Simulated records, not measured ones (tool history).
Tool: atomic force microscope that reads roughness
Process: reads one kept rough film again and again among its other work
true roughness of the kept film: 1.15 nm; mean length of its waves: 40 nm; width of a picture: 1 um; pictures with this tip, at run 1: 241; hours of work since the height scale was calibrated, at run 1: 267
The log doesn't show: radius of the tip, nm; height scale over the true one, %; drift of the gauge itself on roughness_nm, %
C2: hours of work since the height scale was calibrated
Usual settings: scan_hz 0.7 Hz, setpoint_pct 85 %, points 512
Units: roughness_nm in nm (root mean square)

{"run": 1, "hour": 0.0, "scan_hz": 0.7, "setpoint_pct": 85, "points": 512, "pictures with this tip": 241, "C2": 267, "roughness_nm": 1.003}
{"run": 2, "hour": 11.5, "scan_hz": 0.7, "setpoint_pct": 85, "points": 512, "pictures with this tip": 259, "C2": 272, "roughness_nm": 1.011}
{"run": 3, "hour": 26.3, "scan_hz": 0.579, "setpoint_pct": 85, "points": 512, "pictures with this tip": 281, "C2": 279, "roughness_nm": 1.022}
{"hour": 28.7, "done": "new tip fitted"}
{"run": 4, "hour": 39.3, "scan_hz": 0.7, "setpoint_pct": 85, "points": 512, "pictures with this tip": 16, "C2": 284, "roughness_nm": 1.017}
{"run": 5, "hour": 54.3, "scan_hz": 0.7, "setpoint_pct": 85, "points": 512, "pictures with this tip": 39, "C2": 291, "roughness_nm": 1.016}
{"run": 6, "hour": 62.7, "scan_hz": 0.7, "setpoint_pct": 85, "points": 512, "pictures with this tip": 51, "C2": 295, "roughness_nm": 1.016}
{"run": 7, "hour": 74.5, "scan_hz": 0.752, "setpoint_pct": 85, "points": 512, "pictures with this tip": 69, "C2": 300, "roughness_nm": 1.003}
{"run": 8, "hour": 87.0, "scan_hz": 0.752, "setpoint_pct": 85, "points": 512, "pictures with this tip": 88, "C2": 305, "roughness_nm": 1.003}
{"run": 9, "hour": 97.9, "scan_hz": 0.7, "setpoint_pct": 85, "points": 485, "pictures with this tip": 104, "C2": 310, "roughness_nm": 1.014}
{"run": 10, "hour": 112.7, "scan_hz": 0.7, "setpoint_pct": 85, "points": 485, "pictures with this tip": 127, "C2": 317, "roughness_nm": 1.016}
{"run": 11, "hour": 126.8, "scan_hz": 0.7, "setpoint_pct": 85, "points": 512, "pictures with this tip": 148, "C2": 323, "roughness_nm": 1.014}
{"run": 12, "hour": 136.3, "scan_hz": 0.7, "setpoint_pct": 57, "points": 512, "pictures with this tip": 162, "C2": 327, "roughness_nm": 1.096}
{"run": 13, "hour": 151.8, "scan_hz": 0.7, "setpoint_pct": 85, "points": 512, "pictures with this tip": 186, "C2": 334, "roughness_nm": 1.007}
{"run": 14, "hour": 163.5, "scan_hz": 2.3, "setpoint_pct": 83, "points": 545, "pictures with this tip": 203, "C2": 339, "roughness_nm": 0.863}
{"run": 15, "hour": 176.6, "scan_hz": 0.753, "setpoint_pct": 85, "points": 512, "pictures with this tip": 223, "C2": 345, "roughness_nm": 1.003}
{"run": 16, "hour": 192.7, "scan_hz": 0.753, "setpoint_pct": 85, "points": 512, "pictures with this tip": 247, "C2": 352, "roughness_nm": 1.008}
{"run": 17, "hour": 205.1, "scan_hz": 1.08, "setpoint_pct": 79, "points": 410, "pictures with this tip": 266, "C2": 357, "roughness_nm": 0.991}
{"hour": 218.6, "done": "new tip fitted"}
{"run": 18, "hour": 220.1, "scan_hz": 1.08, "setpoint_pct": 79, "points": 410, "pictures with this tip": 2, "C2": 364, "roughness_nm": 1.002}
{"run": 19, "hour": 229.0, "scan_hz": 0.869, "setpoint_pct": 85, "points": 591, "pictures with this tip": 15, "C2": 368, "roughness_nm": 0.993}
{"run": 20, "hour": 239.6, "scan_hz": 0.805, "setpoint_pct": 73, "points": 848, "pictures with this tip": 31, "C2": 372, "roughness_nm": 1.053}
{"run": 21, "hour": 255.4, "scan_hz": 0.805, "setpoint_pct": 73, "points": 544, "pictures with this tip": 55, "C2": 379, "roughness_nm": 1.05}
{"run": 22, "hour": 267.1, "scan_hz": 3.147, "setpoint_pct": 89, "points": 891, "pictures with this tip": 73, "C2": 384, "roughness_nm": 0.727}
{"run": 23, "hour": 278.6, "scan_hz": 3.147, "setpoint_pct": 89, "points": 891, "pictures with this tip": 90, "C2": 390, "roughness_nm": 0.723}
{"run": 24, "hour": 290.2, "scan_hz": 1.549, "setpoint_pct": 89, "points": 394, "pictures with this tip": 108, "C2": 395, "roughness_nm": 0.883}
{"run": 25, "hour": 300.1, "scan_hz": 1.549, "setpoint_pct": 89, "points": 394, "pictures with this tip": 123, "C2": 399, "roughness_nm": 0.876}
{"run": 26, "hour": 307.8, "scan_hz": 0.588, "setpoint_pct": 63, "points": 394, "pictures with this tip": 134, "C2": 402, "roughness_nm": 1.085}

Hidden state at the last listed run before each entry between runs and at the first one after, where it differs:
Between runs 3 and 4: new tip fitted (hour 28.7)
  radius of the tip, nm: 11.2 -> 10.1
Between runs 17 and 18: new tip fitted (hour 218.6)
  radius of the tip, nm: 11.1 -> 10
